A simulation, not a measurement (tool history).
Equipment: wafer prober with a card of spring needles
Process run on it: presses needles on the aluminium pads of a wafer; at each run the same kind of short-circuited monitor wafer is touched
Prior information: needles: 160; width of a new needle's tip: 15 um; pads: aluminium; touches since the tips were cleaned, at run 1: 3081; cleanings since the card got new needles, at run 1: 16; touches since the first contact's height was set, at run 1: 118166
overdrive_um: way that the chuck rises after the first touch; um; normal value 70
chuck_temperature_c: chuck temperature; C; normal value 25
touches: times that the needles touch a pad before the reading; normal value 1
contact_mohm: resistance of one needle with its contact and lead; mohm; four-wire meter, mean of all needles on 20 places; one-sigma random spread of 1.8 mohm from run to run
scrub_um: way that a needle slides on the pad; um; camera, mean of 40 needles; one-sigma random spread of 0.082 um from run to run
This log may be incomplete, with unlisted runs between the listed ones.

run,hour,overdrive_um,chuck_temperature_c,touches,touches since the tips were cleaned,cleanings since the card got new needles,touches since the first contact's height was set,contact_mohm,scrub_um
1,0.0,70,25,1,3081,16,118166,215,17.47
# hour 6.5: tips cleaned on abrasive film
2,8.4,61,25,1,1031,17,122546,209,15.02
3,16.1,61,25,1,5065,17,126580,230,15.16
# hour 18.2: tips cleaned on abrasive film
4,25.3,70,25,2,3741,18,131357,203,17.36
# hour 29.9: tips cleaned on abrasive film
5,35.7,70,25,2,3035,19,136786,207,17.37
# hour 41.6: tips cleaned on abrasive film
6,48.7,70,25,2,3714,20,143583,209,17.31
# hour 53.4: tips cleaned on abrasive film
7,58.7,70,25,2,2747,21,148780,202,17.19
# hour 59.8: height of the first contact set anew
# hour 65.5: tips cleaned on abrasive film
8,71.2,70,97,2,2991,22,5915,222,17.10
# hour 77.7: tips cleaned on abrasive film
9,81.9,70,97,2,2228,23,11507,220,16.72
# hour 89.7: tips cleaned on abrasive film
10,92.5,70,97,2,1453,24,17040,217,16.95
# hour 102.1: tips cleaned on abrasive film
11,105.4,70,97,2,1729,25,23769,218,16.62
12,112.5,70,97,2,5471,25,27511,221,16.80
# hour 114.3: tips cleaned on abrasive film
# hour 116.7: height of the first contact set anew, once more
13,120.3,70,92,1,3014,26,1894,223,17.85

Below are 3 alternative next runs, each starting from the tool's condition after run 13. Predict each:
# hour 126.6: tips cleaned on abrasive film
A,126.7,90,92,1,96,27,5213,?,?
# hour 126.6: tips cleaned on abrasive film
B,126.7,58,54,1,96,27,5213,?,?
# hour 126.6: tips cleaned on abrasive film
C,126.7,80,30,1,96,27,5213,?,?

run,contact_mohm,scrub_um
A,208,22.85
B,204,14.68
C,197,20.31
The same runs, with their run-to-run variation unchanged, on a tool lacking any hidden condition would have given:
run,contact_mohm,scrub_um
A,206,22.87
B,201,14.70
C,195,20.33

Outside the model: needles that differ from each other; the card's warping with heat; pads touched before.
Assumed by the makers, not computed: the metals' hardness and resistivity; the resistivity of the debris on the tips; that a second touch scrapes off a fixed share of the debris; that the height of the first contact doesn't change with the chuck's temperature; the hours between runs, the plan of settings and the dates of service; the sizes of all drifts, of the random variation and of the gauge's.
